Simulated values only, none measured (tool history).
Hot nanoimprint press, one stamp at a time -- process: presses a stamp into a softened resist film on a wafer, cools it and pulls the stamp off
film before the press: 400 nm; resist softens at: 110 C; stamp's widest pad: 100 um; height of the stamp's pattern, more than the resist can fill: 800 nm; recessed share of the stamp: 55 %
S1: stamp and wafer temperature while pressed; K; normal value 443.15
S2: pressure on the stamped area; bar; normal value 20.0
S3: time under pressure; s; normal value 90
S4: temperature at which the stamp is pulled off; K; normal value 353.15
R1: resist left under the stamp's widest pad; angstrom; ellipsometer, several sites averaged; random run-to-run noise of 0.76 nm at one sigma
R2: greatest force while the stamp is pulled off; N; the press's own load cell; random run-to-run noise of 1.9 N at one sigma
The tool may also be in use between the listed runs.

Run 1, hour 0.0: usual settings. Result: R1 2107 angstrom, R2 99 N.
Run 2, hour 40.1: usual settings but S1 452.15 K. Result: R1 1468 angstrom, R2 97 N.
Run 3, hour 95.6: usual settings. Result: R1 2103 angstrom, R2 95 N.
Run 4, hour 145.6: usual settings. Result: R1 2101 angstrom, R2 96 N.
Run 5, hour 176.3: usual settings but S4 344.15 K. Result: R1 2109 angstrom, R2 101 N.
Run 6, hour 213.9: usual settings but S4 344.15 K. Result: R1 2109 angstrom, R2 99 N.
Run 7, hour 258.5: usual settings but S4 344.15 K. Result: R1 2105 angstrom, R2 100 N.
At hour 279.3: stamp cleaned and given a new release coat.
Run 8, hour 296.6: usual settings. Result: R1 2126 angstrom, R2 94 N.
Run 9, hour 342.8: usual settings. Result: R1 2125 angstrom, R2 95 N.
Run 10, hour 393.9: usual settings but S1 437.15 K. Result: R1 2616 angstrom, R2 97 N.
Run 11, hour 431.6: usual settings but S3 158 s. Result: R1 1712 angstrom, R2 97 N.
Run 12, hour 469.1: usual settings. Result: R1 2104 angstrom, R2 94 N.
Run 13, hour 523.0: usual settings. Result: R1 2111 angstrom, R2 97 N.
At hour 546.9: plate thermocouple calibrated.
At hour 561.4: stamp cleaned and given a new release coat.
Run 14, hour 587.7: usual settings. Result: R1 2113 angstrom, R2 96 N.
Run 15, hour 634.4: usual settings. Result: R1 2121 angstrom, R2 100 N.
Run 16, hour 677.7: usual settings but S1 444.15 K. Result: R1 2015 angstrom, R2 96 N.
Run 17, hour 740.0: usual settings but S1 433.15 K, S3 105 s, S4 345.15 K. Result: R1 2870 angstrom, R2 101 N.
Run 18, hour 769.1: usual settings but S1 434.15 K, S3 123 s, S4 345.15 K. Result: R1 2674 angstrom, R2 102 N.

Forecast run 19:
At hour 815.6: press's hydraulic seals changed and the load cell set to zero.
Run 19, hour 831.4: usual settings but S1 451.15 K, S2 29.1 bar, S3 64 s, S4 345.15 K. Result: R1 ?, R2 ?.

Run 19 came out at R1 1477 angstrom, R2 101 N.
On a tool with no hidden condition, and with the same random variation, this run would have come out at R1 1476 angstrom, R2 100 N.

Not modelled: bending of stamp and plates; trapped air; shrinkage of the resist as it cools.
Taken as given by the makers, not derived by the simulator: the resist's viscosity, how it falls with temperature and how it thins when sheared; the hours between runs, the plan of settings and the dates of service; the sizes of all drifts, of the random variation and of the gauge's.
